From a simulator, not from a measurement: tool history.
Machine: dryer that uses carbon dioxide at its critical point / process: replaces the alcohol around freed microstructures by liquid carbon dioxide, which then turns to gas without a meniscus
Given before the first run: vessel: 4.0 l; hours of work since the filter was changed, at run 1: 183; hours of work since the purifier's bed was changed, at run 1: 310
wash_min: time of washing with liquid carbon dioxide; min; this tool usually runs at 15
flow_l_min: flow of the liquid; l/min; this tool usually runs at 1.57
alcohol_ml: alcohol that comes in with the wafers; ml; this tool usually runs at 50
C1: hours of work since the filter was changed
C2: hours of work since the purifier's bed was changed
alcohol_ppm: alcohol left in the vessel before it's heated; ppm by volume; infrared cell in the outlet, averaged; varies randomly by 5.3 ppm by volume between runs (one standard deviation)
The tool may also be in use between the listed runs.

{"run": 1, "hour": 0.0, "wash_min": 15, "flow_l_min": 1.57, "alcohol_ml": 50, "C1": 183, "C2": 310, "alcohol_ppm": 164}
{"run": 2, "hour": 29.4, "wash_min": 15, "flow_l_min": 1.57, "alcohol_ml": 50, "C1": 192, "C2": 319, "alcohol_ppm": 174}
{"run": 3, "hour": 89.0, "wash_min": 15, "flow_l_min": 1.57, "alcohol_ml": 50, "C1": 211, "C2": 338, "alcohol_ppm": 181}
{"run": 4, "hour": 142.1, "wash_min": 15, "flow_l_min": 1.57, "alcohol_ml": 50, "C1": 228, "C2": 355, "alcohol_ppm": 183}
{"run": 5, "hour": 170.3, "wash_min": 15, "flow_l_min": 1.57, "alcohol_ml": 24, "C1": 237, "C2": 364, "alcohol_ppm": 111}
{"hour": 210.1, "done": "inlet filter changed"}
{"run": 6, "hour": 218.9, "wash_min": 15, "flow_l_min": 1.79, "alcohol_ml": 85, "C1": 3, "C2": 379, "alcohol_ppm": 122}
{"run": 7, "hour": 275.2, "wash_min": 15, "flow_l_min": 1.79, "alcohol_ml": 50, "C1": 21, "C2": 397, "alcohol_ppm": 91}
{"run": 8, "hour": 300.4, "wash_min": 17, "flow_l_min": 1.57, "alcohol_ml": 38, "C1": 29, "C2": 405, "alcohol_ppm": 67}
{"run": 9, "hour": 343.0, "wash_min": 21, "flow_l_min": 1.9, "alcohol_ml": 46, "C1": 42, "C2": 418, "alcohol_ppm": 45}
{"run": 10, "hour": 381.0, "wash_min": 21, "flow_l_min": 1.9, "alcohol_ml": 117, "C1": 54, "C2": 430, "alcohol_ppm": 38}

Consider 3 possible next runs. They are alternatives, not a sequence: every one starts from the tool as it was left by run 10. What does each give?
{"run": "A", "hour": 407.6, "wash_min": 15, "flow_l_min": 1.07, "alcohol_ml": 40, "C1": 63, "C2": 439, "alcohol_ppm": "?"}
{"run": "B", "hour": 407.6, "wash_min": 15, "flow_l_min": 1.66, "alcohol_ml": 64, "C1": 63, "C2": 439, "alcohol_ppm": "?"}
{"run": "C", "hour": 407.6, "wash_min": 16, "flow_l_min": 1.9, "alcohol_ml": 41, "C1": 63, "C2": 439, "alcohol_ppm": "?"}

run=A alcohol_ppm=516
run=B alcohol_ppm=149
run=C alcohol_ppm=51
The same runs, with their run-to-run variation unchanged, on a tool lacking any hidden condition would have given:
run=A alcohol_ppm=461
run=B alcohol_ppm=114
run=C alcohol_ppm=25
